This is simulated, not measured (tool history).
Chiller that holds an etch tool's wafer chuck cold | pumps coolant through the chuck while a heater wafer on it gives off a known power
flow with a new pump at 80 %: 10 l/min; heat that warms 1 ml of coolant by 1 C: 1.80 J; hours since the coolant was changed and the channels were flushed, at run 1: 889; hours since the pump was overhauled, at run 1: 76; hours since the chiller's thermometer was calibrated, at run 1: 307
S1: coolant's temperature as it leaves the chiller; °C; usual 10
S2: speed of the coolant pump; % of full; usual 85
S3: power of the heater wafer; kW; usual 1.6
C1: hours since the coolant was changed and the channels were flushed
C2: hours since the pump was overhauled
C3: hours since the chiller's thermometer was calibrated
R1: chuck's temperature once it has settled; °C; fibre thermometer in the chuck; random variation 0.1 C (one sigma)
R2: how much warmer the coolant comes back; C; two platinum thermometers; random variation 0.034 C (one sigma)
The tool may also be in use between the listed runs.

{"run": 1, "day": 0.0, "S1": 10, "S2": 85, "S3": 1.6, "C1": 889, "C2": 76, "C3": 307, "R1": 23.3, "R2": 5}
{"run": 2, "day": 1.208, "S1": 10, "S2": 85, "S3": 1.6, "C1": 918, "C2": 105, "C3": 336, "R1": 23.5, "R2": 5.04}
{"run": 3, "day": 2.712, "S1": 10, "S2": 85, "S3": 1.6, "C1": 954, "C2": 141, "C3": 372, "R1": 23.3, "R2": 4.95}
{"run": 4, "day": 3.712, "S1": 16, "S2": 85, "S3": 1.6, "C1": 978, "C2": 165, "C3": 397, "R1": 29.2, "R2": 4.97}
{"run": 5, "day": 4.333, "S1": 10, "S2": 85, "S3": 1.186, "C1": 993, "C2": 180, "C3": 411, "R1": 19.8, "R2": 3.65}
{"run": 6, "day": 5.817, "S1": 10, "S2": 85, "S3": 1.186, "C1": 1029, "C2": 215, "C3": 447, "R1": 19.7, "R2": 3.68}
{"run": 7, "day": 6.671, "S1": 10, "S2": 85, "S3": 1.186, "C1": 1049, "C2": 236, "C3": 468, "R1": 20.1, "R2": 3.68}
{"run": 8, "day": 7.483, "S1": 10, "S2": 85, "S3": 1.186, "C1": 1069, "C2": 255, "C3": 487, "R1": 19.9, "R2": 3.7}
{"run": 9, "day": 8.142, "S1": 10, "S2": 85, "S3": 1.6, "C1": 1085, "C2": 271, "C3": 503, "R1": 23.2, "R2": 4.92}
{"run": 10, "day": 9.575, "S1": 10, "S2": 85, "S3": 1.6, "C1": 1119, "C2": 305, "C3": 537, "R1": 23.3, "R2": 5.01}
{"run": 11, "day": 10.704, "S1": 10, "S2": 85, "S3": 1.6, "C1": 1146, "C2": 333, "C3": 564, "R1": 23.3, "R2": 5.03}
{"run": 12, "day": 11.758, "S1": 10, "S2": 85, "S3": 1.6, "C1": 1172, "C2": 358, "C3": 590, "R1": 23.4, "R2": 4.94}
{"run": 13, "day": 12.917, "S1": 10, "S2": 85, "S3": 1.6, "C1": 1199, "C2": 386, "C3": 617, "R1": 23.4, "R2": 4.93}
{"run": 14, "day": 13.642, "S1": 10, "S2": 85, "S3": 1.6, "C1": 1217, "C2": 403, "C3": 635, "R1": 23.4, "R2": 4.95}
{"run": 15, "day": 14.967, "S1": 10, "S2": 85, "S3": 1.6, "C1": 1249, "C2": 435, "C3": 667, "R1": 23.5, "R2": 4.98}
{"run": 16, "day": 16.375, "S1": 10, "S2": 85, "S3": 1.6, "C1": 1282, "C2": 469, "C3": 700, "R1": 23.5, "R2": 5}
{"run": 17, "day": 17.088, "S1": 10, "S2": 85, "S3": 1.6, "C1": 1299, "C2": 486, "C3": 717, "R1": 23.4, "R2": 4.98}
{"run": 18, "day": 18.058, "S1": 10, "S2": 85, "S3": 1.6, "C1": 1323, "C2": 509, "C3": 741, "R1": 23.3, "R2": 5}
{"run": 19, "day": 19.338, "S1": 10, "S2": 85, "S3": 1.6, "C1": 1353, "C2": 540, "C3": 771, "R1": 23.6, "R2": 5.05}
{"run": 20, "day": 20.496, "S1": 10, "S2": 78, "S3": 1.6, "C1": 1381, "C2": 568, "C3": 799, "R1": 24.7, "R2": 5.5}
{"run": 21, "day": 21.217, "S1": 10, "S2": 96, "S3": 1.6, "C1": 1399, "C2": 585, "C3": 817, "R1": 22.3, "R2": 4.41}
{"run": 22, "day": 22.183, "S1": 10, "S2": 96, "S3": 1.6, "C1": 1422, "C2": 608, "C3": 840, "R1": 22.2, "R2": 4.34}
{"run": 23, "day": 23.108, "S1": 16, "S2": 92, "S3": 1.887, "C1": 1444, "C2": 630, "C3": 862, "R1": 30.9, "R2": 5.41}
{"run": 24, "day": 24.246, "S1": 10, "S2": 69, "S3": 0.984, "C1": 1471, "C2": 658, "C3": 889, "R1": 19.8, "R2": 3.93}
{"run": 25, "day": 25.496, "S1": 15, "S2": 65, "S3": 2.187, "C1": 1501, "C2": 688, "C3": 919, "R1": 38.1, "R2": 9.23}
{"run": 26, "day": 26.862, "S1": 15, "S2": 65, "S3": 2.187, "C1": 1534, "C2": 720, "C3": 952, "R1": 37.9, "R2": 9.33}
{"run": 27, "day": 28.3, "S1": 15, "S2": 65, "S3": 2.187, "C1": 1569, "C2": 755, "C3": 987, "R1": 38.2, "R2": 9.26}
{"run": 28, "day": 29.546, "S1": 10, "S2": 90, "S3": 1.6, "C1": 1598, "C2": 785, "C3": 1016, "R1": 23, "R2": 4.71}
{"run": 29, "day": 30.458, "S1": 9, "S2": 90, "S3": 1.845, "C1": 1620, "C2": 807, "C3": 1038, "R1": 23.9, "R2": 5.51}
{"run": 30, "day": 31.883, "S1": 9, "S2": 90, "S3": 1.845, "C1": 1655, "C2": 841, "C3": 1073, "R1": 23.9, "R2": 5.48}
{"run": 31, "day": 32.829, "S1": 9, "S2": 90, "S3": 1.845, "C1": 1677, "C2": 864, "C3": 1095, "R1": 24, "R2": 5.46}

Forecast each of these 3 alternatives for the next run:
{"run": "A", "day": 33.638, "S1": 9, "S2": 90, "S3": 0.99, "C1": 1697, "C2": 883, "C3": 1115, "R1": "?", "R2": "?"}
{"run": "B", "day": 33.638, "S1": 20, "S2": 90, "S3": 1.066, "C1": 1697, "C2": 883, "C3": 1115, "R1": "?", "R2": "?"}
{"run": "C", "day": 33.638, "S1": 12, "S2": 65, "S3": 1.6, "C1": 1697, "C2": 883, "C3": 1115, "R1": "?", "R2": "?"}

run=A R1=16.9 R2=2.91
run=B R1=28.6 R2=3.16
run=C R1=28.9 R2=6.79
Without the tool's hidden state the same runs would have given:
run=A R1=16.5 R2=2.86
run=B R1=28.2 R2=3.11
run=C R1=28 R2=6.69

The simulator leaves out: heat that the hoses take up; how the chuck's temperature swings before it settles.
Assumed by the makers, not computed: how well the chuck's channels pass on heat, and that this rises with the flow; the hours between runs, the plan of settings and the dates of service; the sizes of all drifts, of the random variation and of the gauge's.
